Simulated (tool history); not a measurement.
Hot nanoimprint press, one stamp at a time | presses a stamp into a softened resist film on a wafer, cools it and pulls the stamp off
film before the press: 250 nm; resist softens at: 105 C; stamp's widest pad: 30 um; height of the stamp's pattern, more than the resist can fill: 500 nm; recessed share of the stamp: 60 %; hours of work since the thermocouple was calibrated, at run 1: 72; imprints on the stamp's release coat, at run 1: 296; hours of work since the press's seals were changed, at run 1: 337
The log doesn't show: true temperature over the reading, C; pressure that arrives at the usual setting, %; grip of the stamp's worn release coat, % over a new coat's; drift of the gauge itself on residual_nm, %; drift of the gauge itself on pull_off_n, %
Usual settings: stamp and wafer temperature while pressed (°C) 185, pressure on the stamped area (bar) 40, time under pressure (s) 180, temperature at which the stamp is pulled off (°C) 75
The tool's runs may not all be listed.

| run | day | stamp and wafer temperature while pressed (°C) | pressure on the stamped area (bar) | time under pressure (s) | temperature at which the stamp is pulled off (°C) | hours of work since the thermocouple was calibrated | imprints on the stamp's release coat | hours of work since the press's seals were changed | resist left under the stamp's widest pad (nm) | greatest force while the stamp is pulled off (N) |
|---|---|---|---|---|---|---|---|---|---|---|
| 1 | 0 | 185 | 40 | 180 | 75 | 72 | 296 | 337 | 122.4 | 148 |
| 2 | 2.825 | 185 | 40 | 180 | 75 | 109 | 449 | 374 | 122.5 | 146 |
| 3 | 4.421 | 185 | 40 | 180 | 65 | 129 | 535 | 394 | 123.3 | 164 |
| 4 | 8.288 | 185 | 40 | 180 | 65 | 180 | 743 | 445 | 123.3 | 164 |
| 5 | 11.233 | 185 | 57.2 | 180 | 75 | 218 | 902 | 483 | 104.3 | 158 |
| 6 | 13.592 | 193 | 57.2 | 180 | 75 | 249 | 1029 | 514 | 85.4 | 152 |
| 7 | 15.742 | 193 | 57.2 | 180 | 75 | 277 | 1145 | 542 | 86 | 150 |
|  | 16.692 | plate thermocouple calibrated |
| 8 | 18.533 | 193 | 57.2 | 180 | 75 | 24 | 1289 | 577 | 86.4 | 152 |
| 9 | 20.75 | 185 | 27.2 | 180 | 75 | 53 | 1408 | 606 | 144.1 | 151 |

The next listed run, before its measurement:
| 10 | 23.421 | 185 | 27.2 | 180 | 75 | 88 | 1552 | 641 | ? | ? |

resist left under the stamp's widest pad (nm): 145.4
greatest force while the stamp is pulled off (N): 151
Without the tool's hidden state the same run would have given resist left under the stamp's widest pad (nm) 144.4, greatest force while the stamp is pulled off (N) 149.

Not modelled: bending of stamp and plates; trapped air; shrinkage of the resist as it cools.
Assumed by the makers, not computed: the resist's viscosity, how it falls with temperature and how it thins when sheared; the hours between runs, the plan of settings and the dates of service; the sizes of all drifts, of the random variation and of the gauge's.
